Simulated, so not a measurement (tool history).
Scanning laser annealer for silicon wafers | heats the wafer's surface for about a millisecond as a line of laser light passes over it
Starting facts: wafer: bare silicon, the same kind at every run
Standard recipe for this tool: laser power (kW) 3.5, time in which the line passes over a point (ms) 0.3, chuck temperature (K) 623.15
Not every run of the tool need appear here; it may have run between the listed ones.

run   hour  laser power (kW)  time in which the line passes over a point (ms)  chuck temperature (K)  highest temperature of the surface (K)
  1      0               3.5                                              0.3                 623.15                                 1377.15
  2   12.7               3.5                                              0.3                 623.15                                 1378.15
  3   25.5               3.5                                              0.3                 623.15                                 1376.15
  4   47.9               3.5                                              0.3                 623.15                                 1375.15
  5   75.9               3.5                                              0.3                 618.15                                 1374.15
  6   95.8               3.5                                              0.3                 640.15                                 1393.15
  7  111.4             3.495                                            0.316                 623.15                                 1394.15
  8  127.7             3.389                                            0.219                 623.15                                 1238.15
       135  -- optics aligned, line set to its width
  9  153.3             3.522                                            0.331                 623.15                                 1413.15
 10  172.8             3.522                                            0.331                 623.15                                 1416.15

Expected results for the next run?
 11  190.5             3.522                                            0.331                 623.15                                       ?

Run 11 measured highest temperature of the surface (K) 1409.15.
Take away the tool's hidden state, keep the run-to-run variation as it was, and the same run would have given highest temperature of the surface (K) 1433.15.

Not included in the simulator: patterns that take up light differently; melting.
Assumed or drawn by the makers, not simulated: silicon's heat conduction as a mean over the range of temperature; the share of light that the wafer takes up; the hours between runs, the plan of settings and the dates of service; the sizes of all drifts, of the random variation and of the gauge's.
